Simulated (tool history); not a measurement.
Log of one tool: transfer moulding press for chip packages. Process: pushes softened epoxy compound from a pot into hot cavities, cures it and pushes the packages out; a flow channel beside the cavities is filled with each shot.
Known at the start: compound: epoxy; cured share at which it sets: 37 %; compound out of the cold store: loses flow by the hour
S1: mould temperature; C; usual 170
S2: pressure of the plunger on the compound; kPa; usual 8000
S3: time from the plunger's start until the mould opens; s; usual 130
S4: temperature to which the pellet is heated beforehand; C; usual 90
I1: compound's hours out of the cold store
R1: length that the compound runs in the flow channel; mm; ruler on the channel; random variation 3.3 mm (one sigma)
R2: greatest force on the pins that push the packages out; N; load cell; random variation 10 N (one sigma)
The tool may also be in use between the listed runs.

run	day	S1	S2	S3	S4	I1	R1	R2
1	0.000	170	8000	130	90	24.0	942	476
# day 3.608: cavities cleaned with cleaning compound and waxed
2	3.608	174	8000	130	90	32.1	903	414
3	5.421	170	8000	130	99	16.9	952	772
# day 7.358: cavities cleaned with cleaning compound and waxed
# day 8.700: plunger's sealing rings changed
4	9.412	170	9300	130	90	37.3	994	786
# day 10.929: cavities cleaned with cleaning compound and waxed
5	12.983	170	6460	130	90	23.3	853	769
# day 14.417: cavities cleaned with cleaning compound and waxed
6	15.496	170	6460	130	90	13.6	884	695
# day 18.008: cavities cleaned with cleaning compound and waxed
7	18.900	170	6460	130	90	46.6	787	631
8	21.162	165	6460	125	86	31.6	837	1141
# day 21.462: cavities cleaned with cleaning compound and waxed
9	23.617	176	9820	138	86	41.5	958	693
# day 24.971: cavities cleaned with cleaning compound and waxed
10	25.662	176	9820	138	86	38.6	958	521
# day 27.033: plunger's sealing rings changed
# day 28.508: cavities cleaned with cleaning compound and waxed
11	30.017	176	9820	138	86	9.8	1084	625
# day 32.088: cavities cleaned with cleaning compound and waxed
12	32.204	170	8730	168	87	28.9	978	419
13	34.638	165	7900	166	90	22.0	968	742
# day 35.579: cavities cleaned with cleaning compound and waxed
14	37.942	167	8810	158	90	37.4	951	713

Forecast each of these 3 alternatives for the next run:
# day 39.017: cavities cleaned with cleaning compound and waxed
A	40.421	164	8000	168	94	38.2	?	?
# day 39.017: cavities cleaned with cleaning compound and waxed
B	40.421	167	8920	168	90	36.2	?	?
# day 39.017: cavities cleaned with cleaning compound and waxed
C	40.421	178	7010	112	90	33.4	?	?

run	R1	R2
A	913	659
B	959	638
C	819	650
Without the tool's hidden state the same runs would have given:
run	R1	R2
A	947	441
B	994	416
C	848	426
